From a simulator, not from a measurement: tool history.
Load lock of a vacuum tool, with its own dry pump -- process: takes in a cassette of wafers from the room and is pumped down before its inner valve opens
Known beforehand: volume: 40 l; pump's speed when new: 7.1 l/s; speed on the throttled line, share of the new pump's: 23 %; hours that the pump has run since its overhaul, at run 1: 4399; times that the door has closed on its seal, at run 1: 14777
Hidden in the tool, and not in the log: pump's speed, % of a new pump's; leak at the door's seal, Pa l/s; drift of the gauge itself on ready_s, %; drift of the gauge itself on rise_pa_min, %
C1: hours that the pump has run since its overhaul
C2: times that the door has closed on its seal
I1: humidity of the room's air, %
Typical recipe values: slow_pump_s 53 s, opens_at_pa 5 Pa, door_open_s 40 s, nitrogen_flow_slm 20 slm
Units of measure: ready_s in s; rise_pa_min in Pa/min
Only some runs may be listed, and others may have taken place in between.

{"run": 1, "hour": 0.0, "slow_pump_s": 53, "opens_at_pa": 5, "door_open_s": 40, "nitrogen_flow_slm": 20, "C1": 4399, "C2": 14777, "I1": 47.6, "ready_s": 100.7, "rise_pa_min": 0.111}
{"run": 2, "hour": 268.6, "slow_pump_s": 53, "opens_at_pa": 5, "door_open_s": 40, "nitrogen_flow_slm": 20, "C1": 4668, "C2": 15268, "I1": 43.1, "ready_s": 100.0, "rise_pa_min": 0.105}
{"run": 3, "hour": 482.5, "slow_pump_s": 53, "opens_at_pa": 5, "door_open_s": 40, "nitrogen_flow_slm": 20, "C1": 4882, "C2": 15660, "I1": 40.1, "ready_s": 99.6, "rise_pa_min": 0.112}
{"run": 4, "hour": 699.9, "slow_pump_s": 53, "opens_at_pa": 5, "door_open_s": 87, "nitrogen_flow_slm": 20, "C1": 5099, "C2": 16057, "I1": 42.7, "ready_s": 101.7, "rise_pa_min": 0.135}
{"run": 5, "hour": 1076.9, "slow_pump_s": 53, "opens_at_pa": 5, "door_open_s": 87, "nitrogen_flow_slm": 20, "C1": 5476, "C2": 16746, "I1": 40.7, "ready_s": 101.0, "rise_pa_min": 0.132}
{"run": 6, "hour": 1426.8, "slow_pump_s": 41, "opens_at_pa": 5, "door_open_s": 40, "nitrogen_flow_slm": 20, "C1": 5826, "C2": 17386, "I1": 48.5, "ready_s": 92.2, "rise_pa_min": 0.126}
{"run": 7, "hour": 1775.1, "slow_pump_s": 53, "opens_at_pa": 5, "door_open_s": 40, "nitrogen_flow_slm": 20, "C1": 6174, "C2": 18023, "I1": 46.3, "ready_s": 99.6, "rise_pa_min": 0.126}
{"run": 8, "hour": 2081.6, "slow_pump_s": 36, "opens_at_pa": 4, "door_open_s": 169, "nitrogen_flow_slm": 11, "C1": 6481, "C2": 18584, "I1": 45.9, "ready_s": 90.1, "rise_pa_min": 0.203}
{"run": 9, "hour": 2497.0, "slow_pump_s": 36, "opens_at_pa": 4, "door_open_s": 169, "nitrogen_flow_slm": 11, "C1": 6896, "C2": 19343, "I1": 47.4, "ready_s": 91.0, "rise_pa_min": 0.205}
{"run": 10, "hour": 2929.1, "slow_pump_s": 75, "opens_at_pa": 6, "door_open_s": 40, "nitrogen_flow_slm": 20, "C1": 7328, "C2": 20134, "I1": 44.3, "ready_s": 117.8, "rise_pa_min": 0.135}
{"run": 11, "hour": 3289.3, "slow_pump_s": 52, "opens_at_pa": 5, "door_open_s": 40, "nitrogen_flow_slm": 23, "C1": 7688, "C2": 20792, "I1": 42.6, "ready_s": 101.1, "rise_pa_min": 0.134}
{"run": 12, "hour": 3531.8, "slow_pump_s": 52, "opens_at_pa": 6, "door_open_s": 234, "nitrogen_flow_slm": 23, "C1": 7931, "C2": 21236, "I1": 44.4, "ready_s": 99.8, "rise_pa_min": 0.2}
{"run": 13, "hour": 3952.8, "slow_pump_s": 52, "opens_at_pa": 6, "door_open_s": 234, "nitrogen_flow_slm": 23, "C1": 8352, "C2": 22005, "I1": 46.1, "ready_s": 100.9, "rise_pa_min": 0.22}
{"run": 14, "hour": 4323.6, "slow_pump_s": 52, "opens_at_pa": 6, "door_open_s": 234, "nitrogen_flow_slm": 23, "C1": 8723, "C2": 22684, "I1": 40.9, "ready_s": 100.6, "rise_pa_min": 0.209}

5 options for the next run, each taken on its own from the tool as it stands now. Forecast them:
{"run": "A", "hour": 4734.1, "slow_pump_s": 28, "opens_at_pa": 6, "door_open_s": 103, "nitrogen_flow_slm": 23, "C1": 9133, "C2": 23434, "I1": 44.2, "ready_s": "?", "rise_pa_min": "?"}
{"run": "B", "hour": 4734.1, "slow_pump_s": 37, "opens_at_pa": 5, "door_open_s": 201, "nitrogen_flow_slm": 35, "C1": 9133, "C2": 23434, "I1": 46.3, "ready_s": "?", "rise_pa_min": "?"}
{"run": "C", "hour": 4734.1, "slow_pump_s": 45, "opens_at_pa": 5, "door_open_s": 40, "nitrogen_flow_slm": 20, "C1": 9133, "C2": 23434, "I1": 45.0, "ready_s": "?", "rise_pa_min": "?"}
{"run": "D", "hour": 4734.1, "slow_pump_s": 36, "opens_at_pa": 6, "door_open_s": 50, "nitrogen_flow_slm": 41, "C1": 9133, "C2": 23434, "I1": 41.5, "ready_s": "?", "rise_pa_min": "?"}
{"run": "E", "hour": 4734.1, "slow_pump_s": 52, "opens_at_pa": 6, "door_open_s": 138, "nitrogen_flow_slm": 23, "C1": 9133, "C2": 23434, "I1": 47.8, "ready_s": "?", "rise_pa_min": "?"}

run=A ready_s=82.5 rise_pa_min=0.175
run=B ready_s=90.1 rise_pa_min=0.195
run=C ready_s=96.5 rise_pa_min=0.152
run=D ready_s=89.2 rise_pa_min=0.145
run=E ready_s=100.8 rise_pa_min=0.197
With no hidden state in the tool, these same runs would have given:
run=A ready_s=77.6 rise_pa_min=0.064
run=B ready_s=85.3 rise_pa_min=0.082
run=C ready_s=91.8 rise_pa_min=0.040
run=D ready_s=84.6 rise_pa_min=0.034
run=E ready_s=96.4 rise_pa_min=0.085
